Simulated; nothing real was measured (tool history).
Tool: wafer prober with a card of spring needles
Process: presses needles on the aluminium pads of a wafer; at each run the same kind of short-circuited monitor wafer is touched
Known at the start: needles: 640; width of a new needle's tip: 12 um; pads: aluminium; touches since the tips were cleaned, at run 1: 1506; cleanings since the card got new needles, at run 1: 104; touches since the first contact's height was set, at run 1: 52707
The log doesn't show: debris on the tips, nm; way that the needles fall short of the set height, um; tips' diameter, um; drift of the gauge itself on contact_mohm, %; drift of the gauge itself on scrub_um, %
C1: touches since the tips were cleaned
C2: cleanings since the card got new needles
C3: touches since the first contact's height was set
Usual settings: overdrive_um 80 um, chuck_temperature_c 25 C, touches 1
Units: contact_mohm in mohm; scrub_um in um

{"run": 1, "day": 0.0, "overdrive_um": 80, "chuck_temperature_c": 25, "touches": 1, "C1": 1506, "C2": 104, "C3": 52707, "contact_mohm": 229, "scrub_um": 15.87}
{"day": 0.112, "done": "tips cleaned on abrasive film"}
{"day": 0.546, "done": "tips cleaned on abrasive film"}
{"day": 1.083, "done": "tips cleaned on abrasive film"}
{"day": 1.625, "done": "tips cleaned on abrasive film"}
{"day": 2.167, "done": "tips cleaned on abrasive film"}
{"day": 2.704, "done": "tips cleaned on abrasive film"}
{"run": 2, "day": 3.104, "overdrive_um": 80, "chuck_temperature_c": 25, "touches": 1, "C1": 1765, "C2": 110, "C3": 66322, "contact_mohm": 230, "scrub_um": 16.1}
{"day": 3.217, "done": "tips cleaned on abrasive film"}
{"day": 3.758, "done": "tips cleaned on abrasive film"}
{"day": 4.192, "done": "tips cleaned on abrasive film"}
{"day": 4.733, "done": "tips cleaned on abrasive film"}
{"run": 3, "day": 4.775, "overdrive_um": 80, "chuck_temperature_c": 25, "touches": 1, "C1": 199, "C2": 114, "C3": 73633, "contact_mohm": 210, "scrub_um": 15.59}
{"day": 5.208, "done": "tips cleaned on abrasive film"}
{"day": 5.642, "done": "tips cleaned on abrasive film"}
{"day": 6.183, "done": "tips cleaned on abrasive film"}
{"day": 6.725, "done": "tips cleaned on abrasive film"}
{"day": 7.262, "done": "tips cleaned on abrasive film"}
{"run": 4, "day": 7.379, "overdrive_um": 88, "chuck_temperature_c": 25, "touches": 1, "C1": 512, "C2": 119, "C3": 85049, "contact_mohm": 209, "scrub_um": 17.19}
{"day": 7.708, "done": "tips cleaned on abrasive film"}
{"day": 8.142, "done": "tips cleaned on abrasive film"}
{"day": 8.679, "done": "tips cleaned on abrasive film"}
{"day": 9.112, "done": "tips cleaned on abrasive film"}
{"day": 9.654, "done": "tips cleaned on abrasive film"}
{"day": 10.088, "done": "tips cleaned on abrasive film"}
{"run": 5, "day": 10.3, "overdrive_um": 80, "chuck_temperature_c": 25, "touches": 1, "C1": 932, "C2": 125, "C3": 97837, "contact_mohm": 222, "scrub_um": 15.42}
{"day": 10.625, "done": "tips cleaned on abrasive film"}
{"day": 11.167, "done": "tips cleaned on abrasive film"}
{"day": 11.704, "done": "tips cleaned on abrasive film"}
{"day": 12.246, "done": "tips cleaned on abrasive film"}
{"day": 12.679, "done": "tips cleaned on abrasive film"}
{"run": 6, "day": 13.012, "overdrive_um": 79, "chuck_temperature_c": 25, "touches": 1, "C1": 1483, "C2": 130, "C3": 109750, "contact_mohm": 226, "scrub_um": 15.06}
{"day": 13.125, "done": "tips cleaned on abrasive film"}
{"day": 13.558, "done": "tips cleaned on abrasive film"}
{"day": 13.992, "done": "tips cleaned on abrasive film"}
{"day": 14.533, "done": "tips cleaned on abrasive film"}
{"day": 15.075, "done": "tips cleaned on abrasive film"}
{"day": 15.508, "done": "tips cleaned on abrasive film"}
{"day": 16.046, "done": "tips cleaned on abrasive film"}
{"day": 16.479, "done": "tips cleaned on abrasive film"}
{"run": 7, "day": 16.604, "overdrive_um": 79, "chuck_temperature_c": 25, "touches": 1, "C1": 542, "C2": 138, "C3": 125463, "contact_mohm": 213, "scrub_um": 14.89}
{"day": 16.929, "done": "tips cleaned on abrasive film"}
{"day": 17.362, "done": "tips cleaned on abrasive film"}
{"day": 17.796, "done": "tips cleaned on abrasive film"}
{"day": 18.338, "done": "tips cleaned on abrasive film"}
{"day": 18.771, "done": "tips cleaned on abrasive film"}
{"day": 19.308, "done": "tips cleaned on abrasive film"}
{"run": 8, "day": 19.625, "overdrive_um": 80, "chuck_temperature_c": 25, "touches": 2, "C1": 1386, "C2": 144, "C3": 138702, "contact_mohm": 223, "scrub_um": 15.15}
{"day": 19.842, "done": "tips cleaned on abrasive film"}
{"day": 20.383, "done": "tips cleaned on abrasive film"}
{"day": 20.925, "done": "tips cleaned on abrasive film"}
{"day": 21.462, "done": "tips cleaned on abrasive film"}
{"day": 22.004, "done": "tips cleaned on abrasive film"}
{"run": 9, "day": 22.046, "overdrive_um": 80, "chuck_temperature_c": 25, "touches": 2, "C1": 182, "C2": 149, "C3": 149314, "contact_mohm": 206, "scrub_um": 14.6}
{"day": 22.479, "done": "tips cleaned on abrasive film"}
{"day": 23.021, "done": "tips cleaned on abrasive film"}
{"day": 23.558, "done": "tips cleaned on abrasive film"}
{"day": 24.1, "done": "tips cleaned on abrasive film"}
{"day": 24.533, "done": "tips cleaned on abrasive film"}
{"day": 25.075, "done": "tips cleaned on abrasive film"}
{"run": 10, "day": 25.408, "overdrive_um": 82, "chuck_temperature_c": 25, "touches": 1, "C1": 1477, "C2": 155, "C3": 164065, "contact_mohm": 231, "scrub_um": 15.58}
{"day": 25.521, "done": "tips cleaned on abrasive film"}
{"day": 26.058, "done": "tips cleaned on abrasive film"}
{"day": 26.6, "done": "tips cleaned on abrasive film"}
{"day": 27.033, "done": "tips cleaned on abrasive film"}
{"day": 27.567, "done": "tips cleaned on abrasive film"}
{"run": 11, "day": 27.567, "overdrive_um": 80, "chuck_temperature_c": 87, "touches": 1, "C1": 0, "C2": 160, "C3": 173517, "contact_mohm": 221, "scrub_um": 14.54}
{"day": 28.108, "done": "tips cleaned on abrasive film"}
{"day": 28.646, "done": "tips cleaned on abrasive film"}
{"day": 28.875, "done": "height of the first contact set anew"}
{"day": 29.2, "done": "tips cleaned on abrasive film"}
{"run": 12, "day": 29.208, "overdrive_um": 80, "chuck_temperature_c": 25, "touches": 1, "C1": 31, "C2": 163, "C3": 1453, "contact_mohm": 204, "scrub_um": 16.4}
{"day": 29.638, "done": "tips cleaned on abrasive film"}
{"day": 30.071, "done": "tips cleaned on abrasive film"}
{"day": 30.612, "done": "tips cleaned on abrasive film"}
{"day": 31.046, "done": "tips cleaned on abrasive film"}
{"day": 31.588, "done": "tips cleaned on abrasive film"}
{"day": 32.021, "done": "tips cleaned on abrasive film"}
{"run": 13, "day": 32.158, "overdrive_um": 80, "chuck_temperature_c": 67, "touches": 1, "C1": 606, "C2": 169, "C3": 14376, "contact_mohm": 226, "scrub_um": 16.38}
{"day": 32.483, "done": "tips cleaned on abrasive film"}
{"day": 33.025, "done": "tips cleaned on abrasive film"}
{"day": 33.458, "done": "tips cleaned on abrasive film"}
{"day": 33.996, "done": "tips cleaned on abrasive film"}
{"day": 34.538, "done": "tips cleaned on abrasive film"}
{"run": 14, "day": 34.933, "overdrive_um": 89, "chuck_temperature_c": 26, "touches": 2, "C1": 1754, "C2": 174, "C3": 26561, "contact_mohm": 217, "scrub_um": 18.24}
{"day": 35.046, "done": "tips cleaned on abrasive film"}
{"day": 35.588, "done": "tips cleaned on abrasive film"}
{"day": 36.125, "done": "tips cleaned on abrasive film"}
{"day": 36.558, "done": "tips cleaned on abrasive film"}
{"day": 37.033, "done": "tips cleaned on abrasive film"}
{"run": 15, "day": 37.033, "overdrive_um": 68, "chuck_temperature_c": 53, "touches": 3, "C1": 0, "C2": 179, "C3": 35742, "contact_mohm": 214, "scrub_um": 13.75}
{"day": 37.571, "done": "tips cleaned on abrasive film"}
{"day": 38.004, "done": "tips cleaned on abrasive film"}
{"day": 38.546, "done": "tips cleaned on abrasive film"}
{"day": 38.979, "done": "tips cleaned on abrasive film"}
{"day": 39.521, "done": "tips cleaned on abrasive film"}
{"run": 16, "day": 39.892, "overdrive_um": 68, "chuck_temperature_c": 53, "touches": 3, "C1": 1634, "C2": 184, "C3": 48278, "contact_mohm": 228, "scrub_um": 13.72}
{"day": 40.0, "done": "tips cleaned on abrasive film"}
{"day": 40.542, "done": "tips cleaned on abrasive film"}
{"day": 40.975, "done": "tips cleaned on abrasive film"}
{"day": 41.517, "done": "tips cleaned on abrasive film"}
{"day": 41.95, "done": "tips cleaned on abrasive film"}
{"day": 42.488, "done": "tips cleaned on abrasive film"}
{"run": 17, "day": 42.583, "overdrive_um": 76, "chuck_temperature_c": 43, "touches": 1, "C1": 415, "C2": 190, "C3": 60072, "contact_mohm": 221, "scrub_um": 14.92}
{"day": 43.017, "done": "tips cleaned on abrasive film"}
{"day": 43.558, "done": "tips cleaned on abrasive film"}
{"day": 44.096, "done": "tips cleaned on abrasive film"}
{"day": 44.529, "done": "tips cleaned on abrasive film"}
{"run": 18, "day": 44.542, "overdrive_um": 76, "chuck_temperature_c": 43, "touches": 1, "C1": 52, "C2": 194, "C3": 68658, "contact_mohm": 216, "scrub_um": 15.06}
{"day": 44.975, "done": "tips cleaned on abrasive film"}
{"day": 45.408, "done": "tips cleaned on abrasive film"}
{"day": 45.842, "done": "tips cleaned on abrasive film"}
{"run": 19, "day": 46.217, "overdrive_um": 76, "chuck_temperature_c": 43, "touches": 1, "C1": 1651, "C2": 197, "C3": 75999, "contact_mohm": 247, "scrub_um": 14.83}
{"day": 46.329, "done": "tips cleaned on abrasive film"}
{"day": 46.867, "done": "tips cleaned on abrasive film"}
{"day": 47.3, "done": "tips cleaned on abrasive film"}
{"day": 47.842, "done": "tips cleaned on abrasive film"}
{"day": 48.275, "done": "tips cleaned on abrasive film"}
{"day": 48.817, "done": "tips cleaned on abrasive film"}
{"run": 20, "day": 49.104, "overdrive_um": 76, "chuck_temperature_c": 43, "touches": 1, "C1": 1284, "C2": 203, "C3": 88661, "contact_mohm": 236, "scrub_um": 14.8}
{"day": 49.325, "done": "tips cleaned on abrasive film"}
{"day": 49.758, "done": "tips cleaned on abrasive film"}
{"day": 50.3, "done": "tips cleaned on abrasive film"}
{"run": 21, "day": 50.638, "overdrive_um": 77, "chuck_temperature_c": 104, "touches": 2, "C1": 1505, "C2": 206, "C3": 95381, "contact_mohm": 240, "scrub_um": 14.98}
{"day": 50.75, "done": "tips cleaned on abrasive film"}
{"day": 51.292, "done": "tips cleaned on abrasive film"}
{"day": 51.833, "done": "tips cleaned on abrasive film"}
{"day": 52.267, "done": "tips cleaned on abrasive film"}
{"day": 52.7, "done": "tips cleaned on abrasive film"}
{"day": 53.238, "done": "tips cleaned on abrasive film"}
{"day": 53.671, "done": "tips cleaned on abrasive film"}
{"run": 22, "day": 54.046, "overdrive_um": 63, "chuck_temperature_c": 100, "touches": 1, "C1": 1656, "C2": 213, "C3": 110315, "contact_mohm": 273, "scrub_um": 11.78}
{"day": 54.158, "done": "tips cleaned on abrasive film"}
{"day": 54.7, "done": "tips cleaned on abrasive film"}
{"day": 55.238, "done": "tips cleaned on abrasive film"}
{"day": 55.779, "done": "tips cleaned on abrasive film"}
{"day": 56.321, "done": "tips cleaned on abrasive film"}
{"day": 56.862, "done": "tips cleaned on abrasive film"}
{"run": 23, "day": 56.962, "overdrive_um": 64, "chuck_temperature_c": 41, "touches": 1, "C1": 454, "C2": 219, "C3": 123096, "contact_mohm": 231, "scrub_um": 11.74}

Forecast each of these 5 alternatives for the next run:
{"day": 57.396, "done": "tips cleaned on abrasive film"}
{"day": 57.938, "done": "tips cleaned on abrasive film"}
{"day": 58.479, "done": "tips cleaned on abrasive film"}
{"day": 59.017, "done": "tips cleaned on abrasive film"}
{"run": "A", "day": 59.358, "overdrive_um": 65, "chuck_temperature_c": 118, "touches": 3, "C1": 1498, "C2": 223, "C3": 133602, "contact_mohm": "?", "scrub_um": "?"}
{"day": 57.396, "done": "tips cleaned on abrasive film"}
{"day": 57.938, "done": "tips cleaned on abrasive film"}
{"day": 58.479, "done": "tips cleaned on abrasive film"}
{"day": 59.017, "done": "tips cleaned on abrasive film"}
{"run": "B", "day": 59.358, "overdrive_um": 80, "chuck_temperature_c": 25, "touches": 1, "C1": 1498, "C2": 223, "C3": 133602, "contact_mohm": "?", "scrub_um": "?"}
{"day": 57.396, "done": "tips cleaned on abrasive film"}
{"day": 57.938, "done": "tips cleaned on abrasive film"}
{"day": 58.479, "done": "tips cleaned on abrasive film"}
{"day": 59.017, "done": "tips cleaned on abrasive film"}
{"run": "C", "day": 59.358, "overdrive_um": 68, "chuck_temperature_c": 31, "touches": 1, "C1": 1498, "C2": 223, "C3": 133602, "contact_mohm": "?", "scrub_um": "?"}
{"day": 57.396, "done": "tips cleaned on abrasive film"}
{"day": 57.938, "done": "tips cleaned on abrasive film"}
{"day": 58.479, "done": "tips cleaned on abrasive film"}
{"day": 59.017, "done": "tips cleaned on abrasive film"}
{"run": "D", "day": 59.358, "overdrive_um": 64, "chuck_temperature_c": 41, "touches": 1, "C1": 1498, "C2": 223, "C3": 133602, "contact_mohm": "?", "scrub_um": "?"}
{"day": 57.396, "done": "tips cleaned on abrasive film"}
{"day": 57.938, "done": "tips cleaned on abrasive film"}
{"day": 58.479, "done": "tips cleaned on abrasive film"}
{"day": 59.017, "done": "tips cleaned on abrasive film"}
{"run": "E", "day": 59.358, "overdrive_um": 80, "chuck_temperature_c": 25, "touches": 2, "C1": 1498, "C2": 223, "C3": 133602, "contact_mohm": "?", "scrub_um": "?"}

run=A contact_mohm=248 scrub_um=12.30
run=B contact_mohm=245 scrub_um=15.11
run=C contact_mohm=261 scrub_um=12.50
run=D contact_mohm=270 scrub_um=11.89
run=E contact_mohm=231 scrub_um=15.06
Without the tool's hidden state the same runs would have given:
run=A contact_mohm=222 scrub_um=13.59
run=B contact_mohm=203 scrub_um=16.41
run=C contact_mohm=204 scrub_um=13.78
run=D contact_mohm=207 scrub_um=13.17
run=E contact_mohm=204 scrub_um=16.35
